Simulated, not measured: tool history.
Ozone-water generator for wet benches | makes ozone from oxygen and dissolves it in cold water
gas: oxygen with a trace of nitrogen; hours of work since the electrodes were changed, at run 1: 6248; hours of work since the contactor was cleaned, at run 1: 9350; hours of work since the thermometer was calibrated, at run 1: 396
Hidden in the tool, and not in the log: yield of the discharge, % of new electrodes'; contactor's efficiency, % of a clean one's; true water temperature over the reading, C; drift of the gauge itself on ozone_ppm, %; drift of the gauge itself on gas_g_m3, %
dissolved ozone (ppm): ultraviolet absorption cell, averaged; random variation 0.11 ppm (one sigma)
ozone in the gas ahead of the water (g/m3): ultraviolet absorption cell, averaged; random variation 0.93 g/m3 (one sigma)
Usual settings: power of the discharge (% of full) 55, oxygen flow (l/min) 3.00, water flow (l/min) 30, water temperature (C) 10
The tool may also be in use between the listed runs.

run    hour  power of the discharge (% of full)  oxygen flow (l/min)  water flow (l/min)  water temperature (C)  hours of work since the electrodes were changed  hours of work since the contactor was cleaned  hours of work since the thermometer was calibrated  dissolved ozone (ppm)  ozone in the gas ahead of the water (g/m3)
  1     0.0                                  55                 3.00                  30                     10                                             6248                                           9350                                                 396                    8.5                                       156.0
  2   171.2                                  55                 3.00                  30                     10                                             6386                                           9488                                                 534                    8.6                                       156.6
  3   357.3                                  55                 3.00                  33                     10                                             6537                                           9639                                                 685                    7.6                                       157.9
  4   525.5                                  55                 3.00                  33                     10                                             6673                                           9775                                                 821                    7.5                                       157.1
  5   668.1                                  55                 3.00                  30                     10                                             6788                                           9890                                                 936                    8.4                                       156.6
  6   835.3                                  55                 2.95                  30                     10                                             6924                                          10026                                                1071                    8.6                                       159.6
  7  1014.3                                  55                 2.95                  30                     10                                             7068                                          10170                                                1216                    8.4                                       157.8
  8  1215.9                                  55                 2.95                  30                     10                                             7232                                          10333                                                1379                    8.6                                       157.7
  9  1383.8                                  55                 1.64                  30                     10                                             7367                                          10469                                                1515                    7.6                                       230.9
 10  1537.5                                  55                 3.08                  30                     10                                             7492                                          10594                                                1639                    8.4                                       152.7
 11  1640.6                                  55                 3.08                  30                     10                                             7575                                          10677                                                1723                    8.3                                       153.5
 12  1831.6                                  55                 3.08                  30                     10                                             7730                                          10832                                                1877                    8.7                                       153.0
 13  1929.0                                  41                 3.00                  21                      6                                             7808                                          10910                                                1956                   10.3                                       124.4
     1985.3  -- contactor cleaned
 14  2080.8                                  75                 2.06                  30                     10                                             7928                                             77                                                2076                   10.1                                       251.8
 15  2240.1                                  76                 4.42                  41                      6                                             8057                                            206                                                2204                    8.4                                       153.7
 16  2342.7                                  55                 3.24                  41                     15                                             8140                                            289                                                2287                    5.9                                       148.2
 17  2473.1                                  66                 1.88                  44                     10                                             8245                                            395                                                2393                    5.7                                       240.8
 18  2672.0                                  66                 1.88                  44                     10                                             8406                                            555                                                2554                    5.7                                       241.4
 19  2902.1                                  55                 3.00                  37                      8                                             8592                                            742                                                2740                    6.8                                       154.6

Some steps in ozone in the gas ahead of the water (g/m3) between neighbouring runs. How much of each would the tool show without its hidden state too (settings, what came in, random variation), and how much is left for the hidden state, with any gauge scatter that isn't in both results?
Run 13 -> 14: power of the discharge (% of full) 41 -> 75, oxygen flow (l/min) 3.00 -> 2.06, water flow (l/min) 21 -> 30, water temperature (C) 6 -> 10, contactor cleaned. ozone in the gas ahead of the water (g/m3) +127.4: hidden state -2.3, all else +129.7.
